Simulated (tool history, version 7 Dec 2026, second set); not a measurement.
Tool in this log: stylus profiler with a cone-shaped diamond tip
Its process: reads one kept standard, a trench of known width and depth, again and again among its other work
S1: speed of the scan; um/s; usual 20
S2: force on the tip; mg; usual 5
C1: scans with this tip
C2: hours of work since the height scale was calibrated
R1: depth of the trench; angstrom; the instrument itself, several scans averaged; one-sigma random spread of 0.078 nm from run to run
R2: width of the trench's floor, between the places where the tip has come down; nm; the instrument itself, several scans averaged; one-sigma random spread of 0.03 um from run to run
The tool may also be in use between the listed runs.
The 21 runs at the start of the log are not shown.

run   hour  S1     S2    C1   C2      R1     R2
 22    230  64      5  1317  114  2044.9  46690
 23  237.6  23   2.79  1364  118  2030.8  46840
 24  251.7   5   3.74  1451  126  2035.9  46990
 25  258.9   6   2.07  1496  130    2024  46890
 26  268.7  54   2.07  1556  135  2023.3  46590
 27  275.7  54   2.07  1600  139  2023.4  46630
 28    290  21   3.39  1688  146  2034.9  46750
 29    304  44   4.47  1775  154  2041.1  46760
 30  314.6  16   6.17  1840  160  2051.7  46840
 31  327.1  16   6.17  1918  166  2051.3  46780
 32  338.7   6   1.98  1989  173  2023.1  46780
 33  352.6   7    2.3  2076  180    2025  46770
 34  361.7  45   5.13  2132  185    2047  46640
 35  372.9  69  10.55  2201  191  2073.7  46580
 36    380  60   9.94  2245  195  2072.4  46610

5 options for the next run, each taken on its own from the tool as it stands now. Forecast them:
  A  390.6  20     9  2310  200   ?   ?
  B  390.6   5  9.96  2310  200   ?   ?
  C  390.6  26  4.31  2310  200   ?   ?
  D  390.6   6  9.94  2310  200   ?   ?
  E  390.6  20  5.21  2310  200   ?   ?

run      R1     R2
  A  2066.6  46750
  B  2071.6  46720
  C  2040.6  46690
  D  2071.7  46740
  E  2044.2  46670
The same runs, with their run-to-run variation unchanged, on a tool lacking any hidden condition would have given:
run      R1     R2
  A  2069.4  47190
  B  2074.4  47160
  C  2043.4  47130
  D  2074.5  47180
  E    2047  47110

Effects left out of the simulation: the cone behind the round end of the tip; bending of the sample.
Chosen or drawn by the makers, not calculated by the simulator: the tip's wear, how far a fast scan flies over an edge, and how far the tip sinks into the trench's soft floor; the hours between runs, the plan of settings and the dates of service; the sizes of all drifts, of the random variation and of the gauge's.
